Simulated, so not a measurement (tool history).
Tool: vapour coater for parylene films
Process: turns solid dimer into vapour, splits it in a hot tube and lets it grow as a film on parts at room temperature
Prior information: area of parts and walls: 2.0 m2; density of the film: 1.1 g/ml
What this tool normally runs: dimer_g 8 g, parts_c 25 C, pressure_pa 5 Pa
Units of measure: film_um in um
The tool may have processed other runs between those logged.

| run | hour | dimer_g | parts_c | pressure_pa | film_um |
|---|---|---|---|---|---|
| 1 | 0 | 8 | 25 | 5 | 2.46 |
| 2 | 12.7 | 5 | 25 | 5 | 1.55 |
| 3 | 28.6 | 5 | 25 | 5 | 1.55 |
| 4 | 46.6 | 5 | 25 | 5 | 1.55 |
| 5 | 61.1 | 14 | 25 | 5 | 4.37 |
| 6 | 72.6 | 8 | 25 | 5 | 2.43 |
| 7 | 88.1 | 8 | 25 | 5 | 2.46 |
| 8 | 100.3 | 4 | 25 | 5 | 1.25 |
| 9 | 116 | 8 | 25 | 5 | 2.44 |
| 10 | 131.7 | 8 | 37 | 5 | 1.31 |
| 11 | 141.7 | 8 | 18 | 5 | 3.06 |
| 12 | 153.2 | 8 | 18 | 5 | 3.12 |
| 13 | 165.3 | 8 | 25 | 5.87 | 2.34 |
| 14 | 182.8 | 8 | 27 | 5.87 | 2.07 |
| 15 | 194.3 | 8 | 27 | 5.87 | 2.13 |
| 16 | 204.4 | 8 | 27 | 5.87 | 2.14 |
| 17 | 219.7 | 8 | 29 | 5 | 1.96 |
| 18 | 236.4 | 8 | 28 | 5 | 2.04 |
| 19 | 245.5 | 8 | 28 | 5 | 2.01 |
| 20 | 259 | 8 | 25 | 5 | 2.38 |
| 21 | 273.8 | 8 | 25 | 5 | 2.32 |
| 22 | 282.4 | 8 | 25 | 5 | 2.39 |
| 23 | 295.8 | 8 | 25 | 5 | 2.39 |
| 24 | 312.7 | 4 | 25 | 5 | 1.16 |
|  | 327.9 | trap's valve overhauled |
| 25 | 335 | 12 | 17 | 2.54 | 5.29 |
| 26 | 346.4 | 12 | 26 | 2.35 | 4.83 |
| 27 | 357.5 | 8 | 35 | 5 | 1.71 |
| 28 | 369 | 8 | 17 | 5 | 3.5 |
| 29 | 378.4 | 10 | 23 | 10.27 | 3.18 |
| 30 | 390.3 | 10 | 23 | 10.27 | 3.23 |
| 31 | 403 | 4 | 17 | 3.79 | 1.77 |
| 32 | 413.8 | 10 | 19 | 3.24 | 4.4 |
| 33 | 431.2 | 4 | 36 | 4.35 | 0.77 |
| 34 | 447.7 | 5 | 25 | 4.76 | 1.71 |
| 35 | 456.8 | 6 | 26 | 7.36 | 1.74 |
| 36 | 464.8 | 4 | 18 | 2.91 | 1.73 |
| 37 | 477.1 | 8 | 25 | 4.68 | 2.76 |
| 38 | 490.8 | 3 | 20 | 6.06 | 1.25 |
| 39 | 504 | 3 | 20 | 6.06 | 1.28 |
| 40 | 519.8 | 7 | 24 | 4.11 | 2.6 |
| 41 | 538.3 | 8 | 19 | 4.12 | 3.45 |
| 42 | 556 | 5 | 22 | 6.08 | 1.88 |
| 43 | 568.2 | 4 | 22 | 2.59 | 1.69 |
| 44 | 584.4 | 4 | 22 | 2.59 | 1.74 |
| 45 | 594.4 | 4 | 22 | 2.59 | 1.67 |
| 46 | 605 | 4 | 22 | 2.59 | 1.71 |
| 47 | 620.2 | 13 | 25 | 7.64 | 3.94 |

Pick out some run-to-run changes in film_um. Of each, how much would a tool without hidden state show as well, from the settings, what came in and chance, and how much is left for the hidden state and any gauge scatter not in both results compared?
Unlogged tool condition in this case: vapour lost through the trap's worn valve, %; true temperature of the parts over the reading, C; drift of the gauge itself on film_um, %.
Run 4 -> 5: dimer_g 5 -> 14. film_um +2.82 um: hidden state -0.43, all else +3.25.
Run 5 -> 6: dimer_g 14 -> 8. film_um -1.94 um: hidden state +0.28, all else -2.22.
Run 10 -> 11: parts_c 37 -> 18. film_um +1.75 um: hidden state -0.24, all else +1.99.
Run 24 -> 25: dimer_g 4 -> 12, parts_c 25 -> 17, pressure_pa 5 -> 2.54, trap's valve overhauled. film_um +4.13 um: hidden state +0.23, all else +3.9.
Run 26 -> 27: dimer_g 12 -> 8, parts_c 26 -> 35, pressure_pa 2.35 -> 5. film_um -3.12 um: hidden state +0.07, all else -3.19.
Run 32 -> 33: dimer_g 10 -> 4, parts_c 19 -> 36, pressure_pa 3.24 -> 4.35. film_um -3.63 um: hidden state +0.04, all else -3.67.

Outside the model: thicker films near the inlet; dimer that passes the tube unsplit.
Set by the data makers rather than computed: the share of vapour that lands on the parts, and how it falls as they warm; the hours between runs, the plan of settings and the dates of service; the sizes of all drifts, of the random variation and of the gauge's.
